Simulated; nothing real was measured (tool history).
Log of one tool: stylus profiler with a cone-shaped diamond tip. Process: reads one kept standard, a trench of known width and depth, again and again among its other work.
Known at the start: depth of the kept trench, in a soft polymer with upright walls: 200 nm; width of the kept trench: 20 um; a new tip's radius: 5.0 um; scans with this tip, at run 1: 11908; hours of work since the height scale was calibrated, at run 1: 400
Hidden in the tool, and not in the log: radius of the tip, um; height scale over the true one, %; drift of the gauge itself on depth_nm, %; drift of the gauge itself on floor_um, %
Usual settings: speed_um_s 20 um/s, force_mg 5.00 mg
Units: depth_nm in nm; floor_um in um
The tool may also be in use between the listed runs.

run	day	speed_um_s	force_mg	scans with this tip	hours of work since the height scale was calibrated	depth_nm	floor_um
1	0.000	20	5.00	11908	400	202.83	15.69
2	2.108	20	5.00	12112	424	202.65	15.67
3	3.854	20	5.00	12282	444	202.74	15.72
4	6.658	58	5.00	12554	476	202.73	15.52
5	9.875	20	1.91	12867	512	201.29	15.66
6	12.488	20	1.91	13120	542	201.28	15.55
7	15.704	20	1.91	13433	578	201.15	15.51
8	17.242	20	1.91	13582	596	201.20	15.53
9	18.779	33	1.91	13732	613	201.18	15.41
10	21.262	33	1.91	13973	642	201.30	15.42
11	24.392	33	1.91	14277	677	201.17	15.37
12	26.129	33	1.91	14445	697	201.13	15.33
13	28.471	33	1.91	14673	724	201.01	15.37
14	30.154	20	8.09	14837	743	203.63	15.48
15	32.042	20	8.09	15020	764	203.66	15.46
16	34.538	20	9.88	15262	793	204.18	15.37
17	37.712	20	9.88	15571	829	204.09	15.41
18	40.138	20	9.88	15806	856	204.14	15.39
19	42.821	20	5.00	16067	887	202.49	15.39
20	44.354	20	5.00	16216	904	202.35	15.34
21	46.862	20	5.00	16460	933	202.37	15.24
22	50.125	21	5.00	16776	970	202.25	15.27
# day 52.258: height scale calibrated on a step standard
23	52.304	21	5.00	16986	1	202.89	15.28
24	54.171	21	5.00	17167	22	203.02	15.22
25	56.929	35	7.43	17435	53	203.77	15.13
26	60.625	11	6.87	17794	95	203.58	15.24
27	63.850	17	4.48	18108	132	202.59	15.14
28	66.483	12	4.48	18363	162	202.68	15.18
29	68.458	12	4.48	18555	184	202.79	15.15
30	70.121	12	2.15	18717	203	201.59	15.11
31	72.221	17	10.60	18921	227	204.73	15.11
32	75.088	17	10.60	19199	259	204.83	15.12
33	77.100	17	10.60	19394	282	204.75	15.12
34	78.646	9	1.92	19545	300	201.49	15.06
35	82.321	19	5.00	19902	342	202.59	15.02
36	84.546	44	13.83	20118	367	205.76	14.98
37	88.004	11	5.40	20454	406	202.71	15.01
38	91.133	13	9.49	20758	442	204.18	14.94
39	93.746	7	2.73	21011	472	201.62	14.94
40	97.221	11	13.60	21349	511	205.38	14.94
41	98.892	70	13.60	21511	530	205.50	14.81
42	102.250	10	13.60	21837	568	205.42	14.89
43	103.946	40	2.50	22002	588	201.41	14.67
44	105.625	40	5.05	22165	607	202.44	14.71
45	108.279	18	11.31	22423	637	204.57	14.81
46	111.721	18	8.14	22757	676	203.56	14.74

Some steps in depth_nm between neighbouring runs. How much of each would the tool show without its hidden state too (settings, what came in, random variation), and how much is left for the hidden state, with any gauge scatter that isn't in both results?
Run 5 -> 6: no setting changed, nothing entered. depth_nm -0.01 nm: hidden state -0.03, all else +0.02.
Run 22 -> 23: height scale calibrated on a step standard. depth_nm +0.64 nm: hidden state +0.65, all else -0.01.
Run 33 -> 34: speed_um_s 17 -> 9, force_mg 10.60 -> 1.92. depth_nm -3.26 nm: hidden state -0.01, all else -3.25.
Run 34 -> 35: speed_um_s 9 -> 19, force_mg 1.92 -> 5.00. depth_nm +1.10 nm: hidden state -0.04, all else +1.14.
Run 39 -> 40: speed_um_s 7 -> 11, force_mg 2.73 -> 13.60. depth_nm +3.76 nm: hidden state -0.03, all else +3.79.
Run 42 -> 43: speed_um_s 10 -> 40, force_mg 13.60 -> 2.50. depth_nm -4.01 nm: hidden state +0.00, all else -4.01.
